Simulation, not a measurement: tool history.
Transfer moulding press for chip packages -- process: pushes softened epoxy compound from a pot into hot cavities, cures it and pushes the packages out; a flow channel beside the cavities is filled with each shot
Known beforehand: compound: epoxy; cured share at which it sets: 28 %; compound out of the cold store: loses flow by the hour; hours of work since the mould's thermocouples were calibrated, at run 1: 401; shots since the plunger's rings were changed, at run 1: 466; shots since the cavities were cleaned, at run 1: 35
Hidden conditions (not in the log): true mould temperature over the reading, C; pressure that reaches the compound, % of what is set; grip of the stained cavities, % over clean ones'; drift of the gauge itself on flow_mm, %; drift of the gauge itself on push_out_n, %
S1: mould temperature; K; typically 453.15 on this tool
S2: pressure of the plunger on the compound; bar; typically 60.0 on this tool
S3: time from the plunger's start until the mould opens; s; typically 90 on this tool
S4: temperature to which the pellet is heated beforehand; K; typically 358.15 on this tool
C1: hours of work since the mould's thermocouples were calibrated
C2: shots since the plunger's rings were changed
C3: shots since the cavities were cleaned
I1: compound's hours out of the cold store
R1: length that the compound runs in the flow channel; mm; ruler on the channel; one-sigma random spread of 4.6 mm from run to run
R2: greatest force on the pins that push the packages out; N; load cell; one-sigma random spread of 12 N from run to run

{"run": 1, "day": 0.0, "S1": 453.15, "S2": 60.0, "S3": 90, "S4": 358.15, "C1": 401, "C2": 466, "C3": 35, "I1": 30.7, "R1": 813, "R2": 598}
{"day": 1.638, "done": "cavities cleaned with cleaning compound and waxed"}
{"day": 3.329, "done": "cavities cleaned with cleaning compound and waxed"}
{"run": 2, "day": 3.329, "S1": 453.15, "S2": 60.0, "S3": 90, "S4": 358.15, "C1": 445, "C2": 1327, "C3": 0, "I1": 42.4, "R1": 756, "R2": 566}
{"day": 5.154, "done": "cavities cleaned with cleaning compound and waxed"}
{"run": 3, "day": 5.679, "S1": 449.15, "S2": 60.0, "S3": 90, "S4": 358.15, "C1": 476, "C2": 1941, "C3": 141, "I1": 21.2, "R1": 839, "R2": 908}
{"day": 7.129, "done": "cavities cleaned with cleaning compound and waxed"}
{"run": 4, "day": 7.479, "S1": 449.15, "S2": 60.0, "S3": 90, "S4": 358.15, "C1": 500, "C2": 2407, "C3": 94, "I1": 20.5, "R1": 824, "R2": 848}
{"day": 8.8, "done": "cavities cleaned with cleaning compound and waxed"}
{"run": 5, "day": 9.817, "S1": 453.15, "S2": 54.6, "S3": 90, "S4": 358.15, "C1": 532, "C2": 3018, "C3": 273, "I1": 35.5, "R1": 709, "R2": 687}
{"day": 10.733, "done": "cavities cleaned with cleaning compound and waxed"}
{"run": 6, "day": 11.733, "S1": 453.15, "S2": 54.6, "S3": 90, "S4": 358.15, "C1": 557, "C2": 3515, "C3": 268, "I1": 23.1, "R1": 744, "R2": 724}
{"day": 12.579, "done": "cavities cleaned with cleaning compound and waxed"}
{"day": 13.229, "done": "mould's thermocouples calibrated"}
{"day": 14.125, "done": "plunger's sealing rings changed"}
{"day": 14.446, "done": "cavities cleaned with cleaning compound and waxed"}
{"run": 7, "day": 14.533, "S1": 453.15, "S2": 54.6, "S3": 90, "S4": 358.15, "C1": 16, "C2": 93, "C3": 22, "I1": 9.9, "R1": 852, "R2": 619}
{"day": 16.308, "done": "cavities cleaned with cleaning compound and waxed"}
{"run": 8, "day": 17.358, "S1": 453.15, "S2": 54.6, "S3": 82, "S4": 358.15, "C1": 54, "C2": 836, "C3": 282, "I1": 29.5, "R1": 764, "R2": 946}
{"day": 18.212, "done": "cavities cleaned with cleaning compound and waxed"}
{"run": 9, "day": 18.888, "S1": 453.15, "S2": 70.1, "S3": 90, "S4": 358.15, "C1": 74, "C2": 1229, "C3": 181, "I1": 9.4, "R1": 941, "R2": 743}
{"day": 20.017, "done": "cavities cleaned with cleaning compound and waxed"}
{"day": 21.804, "done": "cavities cleaned with cleaning compound and waxed"}
{"run": 10, "day": 22.104, "S1": 453.15, "S2": 70.1, "S3": 90, "S4": 358.15, "C1": 117, "C2": 2059, "C3": 81, "I1": 23.6, "R1": 873, "R2": 637}
{"day": 23.512, "done": "cavities cleaned with cleaning compound and waxed"}
{"run": 11, "day": 24.046, "S1": 453.15, "S2": 70.1, "S3": 90, "S4": 358.15, "C1": 143, "C2": 2564, "C3": 143, "I1": 43.0, "R1": 794, "R2": 678}
{"day": 25.192, "done": "cavities cleaned with cleaning compound and waxed"}
{"run": 12, "day": 26.262, "S1": 453.15, "S2": 74.0, "S3": 90, "S4": 358.15, "C1": 172, "C2": 3142, "C3": 288, "I1": 15.0, "R1": 911, "R2": 771}
{"day": 26.888, "done": "cavities cleaned with cleaning compound and waxed"}
{"run": 13, "day": 28.283, "S1": 456.15, "S2": 74.0, "S3": 93, "S4": 358.15, "C1": 199, "C2": 3668, "C3": 375, "I1": 37.2, "R1": 806, "R2": 646}
{"day": 28.817, "done": "cavities cleaned with cleaning compound and waxed"}
{"day": 30.062, "done": "plunger's sealing rings changed"}
{"day": 30.612, "done": "cavities cleaned with cleaning compound and waxed"}
{"run": 14, "day": 31.083, "S1": 456.15, "S2": 74.0, "S3": 93, "S4": 358.15, "C1": 235, "C2": 257, "C3": 126, "I1": 15.2, "R1": 951, "R2": 559}
{"day": 32.408, "done": "cavities cleaned with cleaning compound and waxed"}
{"day": 34.1, "done": "cavities cleaned with cleaning compound and waxed"}
{"run": 15, "day": 34.583, "S1": 458.15, "S2": 60.0, "S3": 94, "S4": 358.15, "C1": 281, "C2": 1164, "C3": 130, "I1": 23.3, "R1": 800, "R2": 507}
{"day": 35.954, "done": "cavities cleaned with cleaning compound and waxed"}
{"run": 16, "day": 36.138, "S1": 453.15, "S2": 60.0, "S3": 98, "S4": 359.15, "C1": 302, "C2": 1564, "C3": 49, "I1": 26.2, "R1": 789, "R2": 529}
{"day": 37.725, "done": "cavities cleaned with cleaning compound and waxed"}
{"run": 17, "day": 38.125, "S1": 453.15, "S2": 60.0, "S3": 121, "S4": 354.15, "C1": 328, "C2": 2081, "C3": 108, "I1": 24.6, "R1": 795, "R2": 473}
{"day": 39.408, "done": "cavities cleaned with cleaning compound and waxed"}
{"run": 18, "day": 40.35, "S1": 453.15, "S2": 60.0, "S3": 121, "S4": 354.15, "C1": 358, "C2": 2662, "C3": 253, "I1": 37.0, "R1": 746, "R2": 549}
{"day": 41.2, "done": "cavities cleaned with cleaning compound and waxed"}
{"run": 19, "day": 42.496, "S1": 453.15, "S2": 60.0, "S3": 121, "S4": 354.15, "C1": 387, "C2": 3221, "C3": 348, "I1": 43.5, "R1": 712, "R2": 549}
{"day": 42.908, "done": "cavities cleaned with cleaning compound and waxed"}
{"day": 44.688, "done": "cavities cleaned with cleaning compound and waxed"}
{"day": 45.946, "done": "plunger's sealing rings changed"}
{"run": 20, "day": 46.254, "S1": 447.15, "S2": 72.6, "S3": 71, "S4": 361.15, "C1": 436, "C2": 83, "C3": 393, "I1": 20.7, "R1": 950, "R2": 1972}
{"day": 46.583, "done": "cavities cleaned with cleaning compound and waxed"}
{"run": 21, "day": 48.175, "S1": 447.15, "S2": 72.6, "S3": 71, "S4": 361.15, "C1": 461, "C2": 582, "C3": 428, "I1": 32.4, "R1": 899, "R2": 1918}
{"day": 48.442, "done": "cavities cleaned with cleaning compound and waxed"}
{"run": 22, "day": 50.012, "S1": 453.15, "S2": 63.1, "S3": 95, "S4": 358.15, "C1": 486, "C2": 1058, "C3": 421, "I1": 23.8, "R1": 828, "R2": 738}
{"day": 50.383, "done": "cavities cleaned with cleaning compound and waxed"}
{"day": 52.104, "done": "cavities cleaned with cleaning compound and waxed"}
{"run": 23, "day": 53.479, "S1": 453.15, "S2": 63.1, "S3": 95, "S4": 358.15, "C1": 532, "C2": 1955, "C3": 368, "I1": 39.8, "R1": 765, "R2": 716}
{"day": 53.817, "done": "cavities cleaned with cleaning compound and waxed"}
{"day": 55.767, "done": "cavities cleaned with cleaning compound and waxed"}
{"day": 56.883, "done": "mould's thermocouples calibrated"}
{"run": 24, "day": 56.883, "S1": 453.15, "S2": 63.1, "S3": 95, "S4": 358.15, "C1": 0, "C2": 2814, "C3": 277, "I1": 15.2, "R1": 838, "R2": 707}

Each row is a separate what-if for the run after 24, all from the same tool condition, not one after another. Results?
{"day": 57.692, "done": "cavities cleaned with cleaning compound and waxed"}
{"day": 59.612, "done": "cavities cleaned with cleaning compound and waxed"}
{"run": "A", "day": 59.917, "S1": 452.15, "S2": 63.1, "S3": 92, "S4": 366.15, "C1": 40, "C2": 3595, "C3": 82, "I1": 16.0, "R1": "?", "R2": "?"}
{"day": 57.692, "done": "cavities cleaned with cleaning compound and waxed"}
{"day": 59.612, "done": "cavities cleaned with cleaning compound and waxed"}
{"run": "B", "day": 59.917, "S1": 448.15, "S2": 46.9, "S3": 90, "S4": 358.15, "C1": 40, "C2": 3595, "C3": 82, "I1": 10.6, "R1": "?", "R2": "?"}
{"day": 57.692, "done": "cavities cleaned with cleaning compound and waxed"}
{"day": 59.612, "done": "cavities cleaned with cleaning compound and waxed"}
{"run": "C", "day": 59.917, "S1": 458.15, "S2": 72.2, "S3": 90, "S4": 349.15, "C1": 40, "C2": 3595, "C3": 82, "I1": 19.7, "R1": "?", "R2": "?"}
{"day": 57.692, "done": "cavities cleaned with cleaning compound and waxed"}
{"day": 59.612, "done": "cavities cleaned with cleaning compound and waxed"}
{"run": "D", "day": 59.917, "S1": 453.15, "S2": 63.1, "S3": 95, "S4": 367.15, "C1": 40, "C2": 3595, "C3": 82, "I1": 36.8, "R1": "?", "R2": "?"}

run=A R1=821 R2=698
run=B R1=752 R2=1030
run=C R1=843 R2=539
run=D R1=744 R2=581
Had the tool no hidden state, the same runs would have come out as:
run=A R1=889 R2=613
run=B R1=814 R2=907
run=C R1=912 R2=469
run=D R1=805 R2=507
